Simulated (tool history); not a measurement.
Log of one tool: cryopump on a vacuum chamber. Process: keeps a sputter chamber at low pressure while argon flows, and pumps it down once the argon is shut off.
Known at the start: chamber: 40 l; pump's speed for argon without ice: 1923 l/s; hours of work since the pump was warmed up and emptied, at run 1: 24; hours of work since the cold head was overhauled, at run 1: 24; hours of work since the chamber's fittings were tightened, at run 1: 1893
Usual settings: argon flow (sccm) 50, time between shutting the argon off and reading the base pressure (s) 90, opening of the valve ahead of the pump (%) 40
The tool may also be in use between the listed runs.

run	hour	argon flow (sccm)	time between shutting the argon off and reading the base pressure (s)	opening of the valve ahead of the pump (%)	hours of work since the pump was warmed up and emptied	hours of work since the cold head was overhauled	hours of work since the chamber's fittings were tightened	pressure while argon flows (Pa)	pressure after the wait (uPa)
1	0.0	50	90	40	24	24	1893	0.1108	1.87
2	11.2	50	90	40	34	34	1903	0.1104	1.90
3	25.0	50	90	40	46	46	1915	0.1099	1.86
4	33.6	50	90	40	54	54	1923	0.1101	1.88
5	45.4	50	90	40	65	65	1933	0.1102	1.83
6	57.4	50	90	40	76	76	1944	0.1115	1.86
7	67.3	50	90	40	84	84	1953	0.1116	1.89
8	82.6	50	90	43	98	98	1967	0.1052	1.92
9	95.3	50	90	40	109	109	1978	0.1115	1.91
10	110.9	50	90	40	123	123	1992	0.1108	1.94
11	125.8	50	90	40	137	137	2006	0.1126	1.92
12	136.9	50	90	40	147	147	2016	0.1113	2.01
13	143.6	50	90	40	153	153	2021	0.1108	2.00
14	153.6	50	90	40	162	162	2030	0.1128	1.91
15	160.5	50	90	22	168	168	2037	0.2023	2.00
16	171.2	50	90	22	178	178	2046	0.2019	1.97
17	179.2	50	90	22	185	185	2053	0.2020	2.01
18	189.0	50	86	40	194	194	2062	0.1117	2.05
19	199.5	29	242	19	203	203	2072	0.1358	1.64
20	214.1	29	208	23	216	216	2085	0.1122	1.67
21	221.6	50	47	40	223	223	2091	0.1132	2.60
22	233.3	49	89	25	233	233	2102	0.1771	2.08
23	243.3	40	89	55	242	242	2111	0.0656	2.06
24	253.0	40	89	55	251	251	2120	0.0672	2.09
25	262.5	45	205	55	260	260	2128	0.0763	1.74
26	271.5	33	67	55	268	268	2136	0.0553	2.25
27	282.5	29	92	33	277	277	2146	0.0791	2.07
28	291.3	96	69	31	285	285	2154	0.2803	2.27
29	303.8	29	29	25	297	297	2165	0.1046	3.44
30	318.0	82	123	40	309	309	2178	0.1856	1.99
31	332.3	82	123	40	322	322	2191	0.1887	1.92
32	342.7	37	206	36	331	331	2200	0.0939	1.84
33	352.7	37	206	36	340	340	2209	0.0941	1.88

Forecast each of these 3 alternatives for the next run:
A	363.8	34	92	42	350	350	2219	?	?
B	363.8	50	61	30	350	350	2219	?	?
C	363.8	37	206	58	350	350	2219	?	?

run	pressure while argon flows (Pa)	pressure after the wait (uPa)
A	0.0735	2.18
B	0.1522	2.50
C	0.0589	1.82
Without the tool's hidden state the same runs would have given:
run	pressure while argon flows (Pa)	pressure after the wait (uPa)
A	0.0700	0.75
B	0.1470	1.04
C	0.0551	0.41
